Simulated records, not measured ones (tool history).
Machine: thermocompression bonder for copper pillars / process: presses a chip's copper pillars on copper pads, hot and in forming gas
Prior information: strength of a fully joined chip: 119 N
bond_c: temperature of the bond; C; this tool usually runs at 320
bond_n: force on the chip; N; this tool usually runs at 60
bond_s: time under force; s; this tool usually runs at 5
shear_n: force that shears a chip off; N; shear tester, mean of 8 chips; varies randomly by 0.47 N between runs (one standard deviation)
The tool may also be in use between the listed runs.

| run | hour | bond_c | bond_n | bond_s | shear_n |
|---|---|---|---|---|---|
| 1 | 0 | 320 | 60 | 5 | 81.8 |
| 2 | 28.2 | 320 | 60 | 5 | 81.2 |
| 3 | 53.5 | 320 | 60 | 5 | 81.9 |
|  | 56.3 | forming gas filter changed |
| 4 | 80.7 | 320 | 60 | 5 | 86.8 |
| 5 | 105.1 | 320 | 60 | 5 | 86.9 |
| 6 | 131.9 | 320 | 60 | 5 | 85.7 |
| 7 | 145.9 | 320 | 55 | 5 | 81.8 |
| 8 | 165.9 | 320 | 60 | 5 | 85.2 |
| 9 | 193.7 | 320 | 60 | 9 | 95.6 |
| 10 | 214.9 | 320 | 60 | 9 | 96 |
| 11 | 243.1 | 320 | 60 | 5 | 82.7 |
| 12 | 260 | 320 | 60 | 5 | 83.6 |
| 13 | 281 | 320 | 60 | 5 | 83.3 |
| 14 | 304.8 | 320 | 54 | 5 | 77.7 |
| 15 | 330 | 320 | 54 | 5 | 77.9 |
| 16 | 355.6 | 320 | 54 | 5 | 76.9 |
|  | 379.4 | forming gas filter changed |
| 17 | 383.3 | 320 | 54 | 5 | 82.3 |
| 18 | 402.5 | 320 | 60 | 8 | 96.3 |
| 19 | 422.2 | 320 | 60 | 8 | 95.9 |
| 20 | 441.6 | 320 | 60 | 8 | 95.5 |
| 21 | 461.6 | 320 | 60 | 8 | 96 |
| 22 | 479 | 320 | 60 | 8 | 95.5 |
| 23 | 502.7 | 320 | 75 | 12 | 106.7 |
| 24 | 530.4 | 321 | 89 | 4 | 98.2 |
| 25 | 560.1 | 318 | 60 | 5 | 83.4 |
| 26 | 587.5 | 318 | 38 | 10 | 74.5 |
| 27 | 600.9 | 318 | 38 | 10 | 74.2 |
| 28 | 625.9 | 320 | 78 | 5 | 94.8 |
| 29 | 641.4 | 346 | 53 | 12 | 103.3 |
| 30 | 668.5 | 346 | 53 | 12 | 102.3 |
| 31 | 686.7 | 320 | 84 | 12 | 105.2 |
|  | 703.1 | forming gas filter changed |
| 32 | 704.5 | 340 | 75 | 3 | 100.6 |
| 33 | 734 | 340 | 75 | 3 | 99.8 |
| 34 | 753 | 340 | 75 | 9 | 112.6 |
| 35 | 771.7 | 323 | 42 | 10 | 86 |
| 36 | 792.8 | 298 | 63 | 10 | 90.3 |
| 37 | 814.7 | 298 | 63 | 10 | 89 |
| 38 | 842 | 337 | 60 | 5 | 96.2 |
| 39 | 869.9 | 337 | 60 | 5 | 95.1 |

3 options for the next run, each taken on its own from the tool as it stands now. Forecast them:
| A | 885.3 | 294 | 37 | 5 | ? |
| B | 885.3 | 320 | 60 | 8 | ? |
| C | 885.3 | 329 | 53 | 3 | ? |

| run | shear_n |
|---|---|
| A | 46.1 |
| B | 93.8 |
| C | 75.1 |
The same runs, with their run-to-run variation unchanged, on a tool lacking any hidden condition would have given:
| run | shear_n |
|---|---|
| A | 44.1 |
| B | 94.2 |
| C | 73.8 |
